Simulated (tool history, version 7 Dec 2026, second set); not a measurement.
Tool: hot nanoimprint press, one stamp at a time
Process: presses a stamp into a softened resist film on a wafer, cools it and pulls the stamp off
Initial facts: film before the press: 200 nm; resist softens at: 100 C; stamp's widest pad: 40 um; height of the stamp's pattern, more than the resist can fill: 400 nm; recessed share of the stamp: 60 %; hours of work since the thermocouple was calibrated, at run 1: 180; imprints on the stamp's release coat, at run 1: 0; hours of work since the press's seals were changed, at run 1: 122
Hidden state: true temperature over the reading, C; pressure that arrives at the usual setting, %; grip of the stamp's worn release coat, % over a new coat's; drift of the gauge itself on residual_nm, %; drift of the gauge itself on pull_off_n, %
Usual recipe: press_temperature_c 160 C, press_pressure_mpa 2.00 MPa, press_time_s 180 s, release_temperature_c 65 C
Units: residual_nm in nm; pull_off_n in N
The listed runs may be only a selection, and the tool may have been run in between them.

| run | day | press_temperature_c | press_pressure_mpa | press_time_s | release_temperature_c | hours of work since the thermocouple was calibrated | imprints on the stamp's release coat | hours of work since the press's seals were changed | residual_nm | pull_off_n |
|---|---|---|---|---|---|---|---|---|---|---|
| 1 | 0.000 | 160 | 2.00 | 180 | 65 | 180 | 0 | 122 | 109.4 | 161 |
| 2 | 1.746 | 160 | 2.00 | 180 | 65 | 202 | 99 | 145 | 108.9 | 172 |
| 3 | 4.033 | 160 | 2.00 | 180 | 65 | 231 | 229 | 174 | 109.0 | 181 |
| 4 | 6.804 | 160 | 2.00 | 180 | 65 | 267 | 386 | 210 | 109.8 | 184 |
| 5 | 9.496 | 160 | 2.00 | 180 | 65 | 301 | 539 | 244 | 110.0 | 195 |
| 6 | 12.512 | 160 | 2.00 | 153 | 65 | 340 | 710 | 283 | 117.0 | 204 |
| 7 | 15.529 | 160 | 2.00 | 180 | 65 | 379 | 882 | 322 | 112.2 | 212 |
| 8 | 18.262 | 172 | 2.00 | 180 | 65 | 414 | 1037 | 357 | 71.0 | 226 |
| 9 | 21.346 | 160 | 2.00 | 180 | 65 | 454 | 1212 | 397 | 115.0 | 229 |
|  | 23.362 | plate thermocouple calibrated |
| 10 | 24.108 | 149 | 2.00 | 180 | 65 | 10 | 1362 | 430 | 166.2 | 246 |
| 11 | 27.217 | 149 | 2.00 | 180 | 65 | 50 | 1538 | 470 | 167.3 | 260 |
|  | 28.221 | plate thermocouple calibrated, once more |
|  | 29.367 | stamp cleaned and given a new release coat |
| 12 | 29.938 | 149 | 1.58 | 180 | 65 | 19 | 32 | 500 | 165.3 | 166 |
|  | 30.546 | press's hydraulic seals changed and the load cell set to zero |
| 13 | 31.796 | 149 | 2.68 | 95 | 65 | 38 | 119 | 16 | 161.3 | 168 |
| 14 | 33.642 | 149 | 2.68 | 95 | 68 | 62 | 224 | 40 | 163.0 | 159 |
| 15 | 35.267 | 149 | 2.68 | 95 | 68 | 83 | 316 | 61 | 163.2 | 158 |
| 16 | 38.317 | 160 | 1.26 | 180 | 68 | 122 | 489 | 100 | 127.9 | 173 |
| 17 | 40.429 | 160 | 1.26 | 180 | 68 | 149 | 609 | 127 | 130.9 | 174 |
| 18 | 42.346 | 170 | 2.21 | 337 | 69 | 174 | 718 | 152 | 53.2 | 181 |
| 19 | 45.175 | 170 | 2.21 | 337 | 69 | 210 | 879 | 188 | 55.7 | 191 |
| 20 | 47.408 | 170 | 2.21 | 337 | 69 | 239 | 1006 | 217 | 56.1 | 191 |
| 21 | 49.312 | 170 | 2.32 | 178 | 69 | 263 | 1114 | 241 | 69.9 | 203 |

Each row is a separate what-if for the run after 21, all from the same tool condition, not one after another. Results?
| A | 51.833 | 160 | 1.92 | 213 | 65 | 296 | 1257 | 273 | ? | ? |
| B | 51.833 | 161 | 2.00 | 187 | 62 | 296 | 1257 | 273 | ? | ? |
| C | 51.833 | 170 | 2.32 | 178 | 56 | 296 | 1257 | 273 | ? | ? |
| D | 51.833 | 170 | 2.07 | 107 | 51 | 296 | 1257 | 273 | ? | ? |

| run | residual_nm | pull_off_n |
|---|---|---|
| A | 106.4 | 231 |
| B | 105.4 | 247 |
| C | 70.1 | 285 |
| D | 91.7 | 316 |
Stripped of hidden state, with their random variation kept, the same runs would have yielded:
| run | residual_nm | pull_off_n |
|---|---|---|
| A | 99.4 | 160 |
| B | 98.5 | 172 |
| C | 65.3 | 200 |
| D | 86.1 | 222 |
